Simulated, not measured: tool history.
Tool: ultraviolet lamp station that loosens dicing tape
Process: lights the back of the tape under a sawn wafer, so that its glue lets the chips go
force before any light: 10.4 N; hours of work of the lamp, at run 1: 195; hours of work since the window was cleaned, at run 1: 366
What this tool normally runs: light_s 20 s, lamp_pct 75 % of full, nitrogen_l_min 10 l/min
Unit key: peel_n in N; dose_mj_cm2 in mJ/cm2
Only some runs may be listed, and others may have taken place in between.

run,hour,light_s,lamp_pct,nitrogen_l_min,hours of work of the lamp,hours of work since the window was cleaned,peel_n,dose_mj_cm2
1,0.0,20,75,10,195,366,0.855,333
2,9.0,20,75,10,200,371,0.908,329
3,20.2,20,75,10,207,378,0.869,329
4,30.6,20,75,10,213,384,0.889,326
5,42.2,20,69,10,219,391,1.016,296
6,48.5,20,69,10,223,394,1.089,297
7,56.9,20,75,11,228,399,0.891,322
8,63.2,20,75,11,231,403,0.832,327
9,73.9,13,84,6,238,409,2.114,233
10,80.8,13,74,5,242,413,2.818,207
11,90.0,29,97,4,247,418,0.349,607
12,99.0,29,97,4,252,423,0.354,602
13,106.9,21,68,4,257,428,1.697,302
14,116.9,35,91,4,262,434,0.258,683
15,127.7,20,74,10,269,440,0.964,314

For some of the steps in peel_n from one run to the next: how much would appear even if the tool had no hidden state, given the settings, what came in and random variation, and how much remains for the hidden state plus any gauge scatter that the measured result and the result without hidden state don't share?
Unlogged tool condition in this case: lamp's light, % of a new lamp's; light that the window lets through, % of a clean one's; drift of the gauge itself on peel_n, %; drift of the gauge itself on dose_mj_cm2, %.
Run 10 -> 11: light_s 13 -> 29, lamp_pct 74 -> 97, nitrogen_l_min 5 -> 4. peel_n -2.469 N: hidden state -0.411, all else -2.058.
